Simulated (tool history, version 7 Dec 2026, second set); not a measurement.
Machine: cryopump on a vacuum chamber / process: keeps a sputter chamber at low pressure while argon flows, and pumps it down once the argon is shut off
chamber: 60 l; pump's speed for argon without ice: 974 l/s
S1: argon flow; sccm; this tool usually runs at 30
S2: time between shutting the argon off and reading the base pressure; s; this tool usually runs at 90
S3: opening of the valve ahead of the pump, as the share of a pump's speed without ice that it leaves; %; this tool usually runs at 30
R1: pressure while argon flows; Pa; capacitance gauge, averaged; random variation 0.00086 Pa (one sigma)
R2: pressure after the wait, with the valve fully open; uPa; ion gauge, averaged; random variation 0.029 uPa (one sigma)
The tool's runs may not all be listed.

run,hour,S1,S2,S3,R1,R2
1,0.0,30,90,30,0.1963,1.58
2,66.0,30,97,30,0.2000,1.58
# hour 111.2: pump warmed up, emptied and cooled again
3,132.4,30,29,30,0.1752,3.76
4,170.2,30,90,30,0.1780,1.51
5,206.5,30,90,30,0.1754,1.55
6,284.0,43,90,30,0.2566,1.66
7,336.3,60,90,30,0.3573,1.64
8,407.0,60,90,30,0.3588,1.70
9,474.6,60,90,30,0.3610,1.88
10,550.1,60,90,30,0.3640,1.90
11,605.2,60,90,42,0.2679,1.97
12,682.5,60,90,42,0.2734,2.11
13,741.9,60,90,42,0.2724,2.16
14,784.9,30,90,30,0.1876,2.29
15,848.1,17,90,30,0.1080,2.31
16,922.4,30,90,29,0.1960,2.47
17,965.4,30,90,29,0.1986,2.47
18,998.8,30,90,30,0.1926,2.62
19,1074.7,15,90,30,0.0975,2.70
20,1144.2,30,90,19,0.2960,2.86
21,1186.1,30,90,19,0.2986,2.92
22,1230.6,30,90,19,0.3000,3.00
23,1266.4,53,48,17,0.5946,3.98
# hour 1315.9: pump warmed up, emptied and cooled again
24,1332.9,14,167,30,0.0814,1.98
25,1412.6,17,41,30,0.0998,3.84
26,1446.4,17,41,30,0.1001,3.79
27,1518.4,24,92,22,0.1919,2.63
28,1556.3,20,45,55,0.0682,3.77
29,1596.6,44,204,57,0.1441,2.17
30,1630.2,59,90,30,0.3542,2.84
31,1685.0,27,59,16,0.2995,3.46
32,1726.6,13,90,30,0.0794,3.00
33,1777.8,13,90,30,0.0785,3.06
34,1855.2,13,54,18,0.1299,3.93
35,1908.1,23,90,24,0.1780,3.23

Branching from run 35: 3 alternative next runs. What would each branch give?
A,1964.9,41,90,18,?,?
B,1964.9,27,32,31,?,?
C,1964.9,30,87,24,?,?

run,R1,R2
A,0.4146,3.40
B,0.1644,5.22
C,0.2306,3.42
Stripped of hidden state, with their random variation kept, the same runs would have yielded:
run,R1,R2
A,0.3955,1.35
B,0.1518,3.20
C,0.2167,1.38
